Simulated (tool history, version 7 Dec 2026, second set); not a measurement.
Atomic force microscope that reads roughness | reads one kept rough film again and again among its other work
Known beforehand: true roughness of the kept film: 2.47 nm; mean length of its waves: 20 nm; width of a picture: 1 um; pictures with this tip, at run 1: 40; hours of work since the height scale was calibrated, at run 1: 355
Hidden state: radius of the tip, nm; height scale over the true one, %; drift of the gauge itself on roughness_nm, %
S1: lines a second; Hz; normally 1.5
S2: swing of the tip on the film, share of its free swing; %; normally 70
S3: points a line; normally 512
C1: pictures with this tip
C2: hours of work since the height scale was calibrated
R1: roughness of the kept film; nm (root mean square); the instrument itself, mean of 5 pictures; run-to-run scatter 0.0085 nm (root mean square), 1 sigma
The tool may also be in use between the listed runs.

run    hour    S1  S2   S3   C1    C2     R1
  1       0   1.5  70  512   40   355  1.667
  2    44.3   1.5  58  512   82   378  1.567
  3    67.4   1.5  58  512  104   391  1.514
  4    91.1   1.5  58  512  126   403  1.457
  5   138.1   1.5  58  512  171   428  1.357
      158.8  -- new tip fitted
  6   185.9   1.5  70  512   25   453  1.756
  7   211.7  1.03  70  512   50   467  1.693
  8     245  1.03  70  512   81   485  1.602
  9   282.8  1.03  70  512  117   505  1.485
 10   303.1  1.03  70  625  136   515  1.436
 11   337.3   1.5  70  512  169   534  1.341
      359.3  -- new tip fitted
 12   375.7   1.5  70  512   16   554  1.752
 13     401   1.5  70  512   40   567  1.663
 14   427.2   1.5  70  512   64   581  1.597
 15   460.2   1.5  70  512   96   599  1.504
 16   498.6   1.5  70  512  132   619  1.413
 17   534.5   1.5  70  297  166   638  1.306
      561.7  -- new tip fitted
 18   561.7   1.5  70  297    0   652  1.808
 19     598   1.5  70  512   35   672  1.711
 20   620.1  0.78  70  512   56   683  1.651
 21   662.3   1.5  70  512   96   706  1.513
 22     695   1.5  70  331  127   723  1.414
 23   728.5  0.83  70  512  158   741  1.375
      762.4  -- new tip fitted
 24   768.8  0.83  70  512    6   762  1.881
 25   812.2  0.83  70  512   47   785  1.717
 26   838.3  0.83  70  512   72   799  1.647
 27   870.4   1.5  58  516  102   816  1.552
 28     898  3.52  57  806  128   831  1.456
 29   939.7  3.52  57  806  168   853  1.362
      964.3  -- new tip fitted
 30   964.8  3.16  83  959    0   866  1.596
 31   987.7   1.5  74  586   22   878  1.744
 32  1028.5  1.16  89  401   60   900  1.542
 33  1068.8  1.16  89  401   99   921  1.428
 34  1116.5  0.64  89  405  144   946  1.381
 35  1148.2  0.66  84  410  174   963  1.325
     1165.6  -- new tip fitted
 36  1169.6  0.66  84  410    4   974  1.828
 37  1212.7  1.86  63  685   44   997  1.715
 38  1255.4  3.98  65  368   85  1020  1.462
 39  1284.8  3.98  65  368  113  1035   1.39
 40  1314.9  3.98  65  368  141  1051   1.33
 41  1343.4  2.87  64  512  168  1066  1.321
     1366.4  -- new tip fitted
 42  1366.4  0.68  70  355    0  1078  1.865
 43  1410.7  0.59  70  278   42  1102  1.687
 44  1438.6  3.01  80  512   69  1117  1.404
 45  1463.9  3.01  80  512   93  1130  1.332
 46  1511.6  2.39  66  259  138  1155  1.349
 47    1546  1.04  86  514  171  1174  1.292
     1565.6  -- new tip fitted
 48  1590.1  1.78  65  624   23  1197  1.791
 49  1611.4  1.78  65  624   43  1208  1.707
 50  1649.2  3.45  58  335   79  1228  1.554

Per-run results on a tool with no hidden state, each run keeping its own random variation:
run     R1
  1  1.858
  2  1.906
  3   1.91
  4  1.914
  5  1.922
  6  1.859
  7   1.89
  8  1.901
  9  1.886
 10  1.895
 11  1.862
 12  1.854
 13  1.858
 14   1.87
 15  1.872
 16  1.869
 17  1.831
 18  1.831
 19  1.879
 20  1.899
 21   1.87
 22  1.844
 23  1.896
 24  1.903
 25  1.899
 26  1.915
 27  1.914
 28  1.878
 29  1.874
 30  1.607
 31   1.84
 32  1.763
 33  1.767
 34  1.854
 35  1.861
 36   1.85
 37  1.899
 38  1.752
 39  1.742
 40   1.75
 41  1.822
 42  1.891
 43  1.884
 44  1.655
 45  1.641
 46  1.787
 47  1.806
 48  1.889
 49   1.88
 50  1.835
